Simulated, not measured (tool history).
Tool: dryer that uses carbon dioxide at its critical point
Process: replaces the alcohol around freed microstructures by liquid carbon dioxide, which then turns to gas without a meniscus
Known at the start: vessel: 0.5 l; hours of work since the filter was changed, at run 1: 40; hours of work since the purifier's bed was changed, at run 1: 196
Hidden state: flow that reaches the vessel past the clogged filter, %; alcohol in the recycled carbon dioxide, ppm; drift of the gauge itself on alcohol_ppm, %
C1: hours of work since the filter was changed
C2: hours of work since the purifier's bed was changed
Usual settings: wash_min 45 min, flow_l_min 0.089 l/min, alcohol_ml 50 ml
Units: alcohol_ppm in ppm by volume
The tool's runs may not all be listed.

Run 1, hour 0: usual settings; C1 40; C2 196. Result: alcohol_ppm 170 ppm by volume.
Run 2, hour 33: usual settings but alcohol_ml 28 ml; C1 65; C2 220. Result: alcohol_ppm 115 ppm by volume.
Run 3, hour 70.9: usual settings but alcohol_ml 28 ml; C1 93; C2 249. Result: alcohol_ppm 131 ppm by volume.
Run 4, hour 106.1: usual settings but alcohol_ml 28 ml; C1 120; C2 275. Result: alcohol_ppm 136 ppm by volume.
Run 5, hour 149: usual settings but alcohol_ml 28 ml; C1 152; C2 308. Result: alcohol_ppm 145 ppm by volume.
Run 6, hour 173.9: usual settings but alcohol_ml 28 ml; C1 171; C2 327. Result: alcohol_ppm 170 ppm by volume.
Run 7, hour 194.2: usual settings; C1 186; C2 342. Result: alcohol_ppm 280 ppm by volume.
Run 8, hour 234.7: usual settings but alcohol_ml 86 ml; C1 216; C2 372. Result: alcohol_ppm 537 ppm by volume.
Run 9, hour 255.9: usual settings but alcohol_ml 86 ml; C1 232; C2 388. Result: alcohol_ppm 564 ppm by volume.
Run 10, hour 298.3: usual settings but alcohol_ml 86 ml; C1 264; C2 420. Result: alcohol_ppm 636 ppm by volume.
Run 11, hour 325.5: usual settings but alcohol_ml 86 ml; C1 285; C2 441. Result: alcohol_ppm 684 ppm by volume.
At hour 344.7: inlet filter changed.
Run 12, hour 346.1: usual settings; C1 1; C2 455. Result: alcohol_ppm 166 ppm by volume.
Run 13, hour 368.4: usual settings; C1 18; C2 472. Result: alcohol_ppm 163 ppm by volume.
Run 14, hour 400.7: usual settings; C1 42; C2 496. Result: alcohol_ppm 198 ppm by volume.
Run 15, hour 428.4: usual settings; C1 63; C2 517. Result: alcohol_ppm 202 ppm by volume.
Run 16, hour 470: usual settings but wash_min 66 min, flow_l_min 0.0553 l/min, alcohol_ml 44 ml; C1 94; C2 549. Result: alcohol_ppm 308 ppm by volume.
Run 17, hour 510: usual settings but wash_min 66 min, flow_l_min 0.0641 l/min, alcohol_ml 68 ml; C1 124; C2 579. Result: alcohol_ppm 224 ppm by volume.
Run 18, hour 535.1: usual settings but wash_min 66 min, flow_l_min 0.1347 l/min, alcohol_ml 28 ml; C1 143; C2 598. Result: alcohol_ppm 55 ppm by volume.
Run 19, hour 568.8: usual settings but wash_min 66 min, flow_l_min 0.1347 l/min, alcohol_ml 28 ml; C1 169; C2 623. Result: alcohol_ppm 46 ppm by volume.
Run 20, hour 612.7: usual settings but wash_min 30 min, flow_l_min 0.0808 l/min, alcohol_ml 55 ml; C1 202; C2 656. Result: alcohol_ppm 3017 ppm by volume.
Run 21, hour 649.6: usual settings but wash_min 30 min, flow_l_min 0.0808 l/min, alcohol_ml 55 ml; C1 230; C2 684. Result: alcohol_ppm 3294 ppm by volume.
Run 22, hour 671.4: usual settings but flow_l_min 0.0702 l/min, alcohol_ml 83 ml; C1 246; C2 700. Result: alcohol_ppm 1811 ppm by volume.
Run 23, hour 700.8: usual settings but flow_l_min 0.0702 l/min, alcohol_ml 83 ml; C1 268; C2 722. Result: alcohol_ppm 1846 ppm by volume.
Run 24, hour 738.2: usual settings but flow_l_min 0.0702 l/min, alcohol_ml 83 ml; C1 296; C2 751. Result: alcohol_ppm 2118 ppm by volume.
At hour 742.7: inlet filter changed.
Run 25, hour 762.9: usual settings but flow_l_min 0.0702 l/min, alcohol_ml 83 ml; C1 15; C2 768. Result: alcohol_ppm 949 ppm by volume.
Run 26, hour 797.7: usual settings but flow_l_min 0.0702 l/min, alcohol_ml 83 ml; C1 41; C2 795. Result: alcohol_ppm 1032 ppm by volume.
Run 27, hour 838.3: usual settings but wash_min 61 min; C1 72; C2 825. Result: alcohol_ppm 93 ppm by volume.

5 ways to go on from here, each from the tool as it stands after run 27. What would each give?
At hour 859.7: purifier's bed changed.
Run A, hour 866: usual settings but flow_l_min 0.0767 l/min, alcohol_ml 67 ml; C1 91; C2 5. Result: alcohol_ppm ?.
At hour 859.7: purifier's bed changed.
Run B, hour 866: usual settings but wash_min 61 min, flow_l_min 0.1196 l/min; C1 91; C2 5. Result: alcohol_ppm ?.
At hour 859.7: purifier's bed changed.
Run C, hour 866: usual settings but wash_min 41 min; C1 91; C2 5. Result: alcohol_ppm ?.
At hour 859.7: purifier's bed changed.
Run D, hour 866: usual settings but wash_min 71 min, alcohol_ml 33 ml; C1 91; C2 5. Result: alcohol_ppm ?.
At hour 859.7: purifier's bed changed.
Run E, hour 866: usual settings but flow_l_min 0.0979 l/min, alcohol_ml 30 ml; C1 91; C2 5. Result: alcohol_ppm ?.

run  alcohol_ppm
  A          565
  B            4
  C          316
  D           11
  E           57
Without the tool's hidden state the same runs would have given:
run  alcohol_ppm
  A          418
  B            3
  C          234
  D            9
  E           38

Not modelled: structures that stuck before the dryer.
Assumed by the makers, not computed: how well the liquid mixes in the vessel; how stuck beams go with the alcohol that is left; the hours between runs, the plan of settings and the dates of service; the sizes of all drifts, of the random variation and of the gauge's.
